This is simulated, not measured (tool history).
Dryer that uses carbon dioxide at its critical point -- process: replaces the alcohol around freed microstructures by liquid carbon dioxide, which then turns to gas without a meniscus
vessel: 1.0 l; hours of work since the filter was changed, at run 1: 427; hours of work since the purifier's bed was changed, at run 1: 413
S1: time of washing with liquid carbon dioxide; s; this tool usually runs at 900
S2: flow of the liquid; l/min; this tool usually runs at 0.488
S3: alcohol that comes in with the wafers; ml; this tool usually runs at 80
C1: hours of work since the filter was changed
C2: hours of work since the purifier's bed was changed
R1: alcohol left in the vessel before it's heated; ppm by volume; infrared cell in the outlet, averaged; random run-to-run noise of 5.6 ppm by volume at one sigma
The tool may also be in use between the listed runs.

run   hour    S1     S2   S3   C1   C2    R1
  1      0   900  0.488   80  427  413   294
  2   15.9   900  0.646   80  434  420    87
  3   33.1   900  0.646   80  441  428    73
      43.6  -- inlet filter changed
  4   53.1   900  0.646   41    4  436    50
  5   75.9   900  0.646   41   14  446    60
  6   87.3   900  0.488  103   19  451   268
  7  109.6   900  0.488   80   29  461   225
  8  121.8   900  0.488   80   35  467   221
  9  136.5   600  0.488   80   41  473  1431
 10  158.8   600  0.488   63   51  483  1123
 11  172.2   600  0.488   63   57  489  1152
 12  186.5  1020  0.486   21   63  495    56
 13  206.8   900  0.488   80   72  504   233
 14  225.2   900  0.488   80   81  512   231
 15  244.7   900  0.428   26   89  521   182
 16  262.5  1260  0.519   80   97  529    59
 17  284.8  1260  0.467   80  107  539    79

Predict each of these 5 candidate next runs independently; none follows another, all start after run 17:
  A  303.9  1260  0.467   98  116  547   ?
  B  303.9   600  0.467   51  116  547   ?
  C  303.9  1380  0.361  108  116  547   ?
  D  303.9   720  0.582   42  116  547   ?
  E  303.9   900  0.488   81  116  547   ?

run    R1
  A    82
  B  1135
  C   178
  D   173
  E   251
Without the tool's unlogged condition, the same runs would have read:
run    R1
  A    31
  B  1011
  C   117
  D   113
  E   183

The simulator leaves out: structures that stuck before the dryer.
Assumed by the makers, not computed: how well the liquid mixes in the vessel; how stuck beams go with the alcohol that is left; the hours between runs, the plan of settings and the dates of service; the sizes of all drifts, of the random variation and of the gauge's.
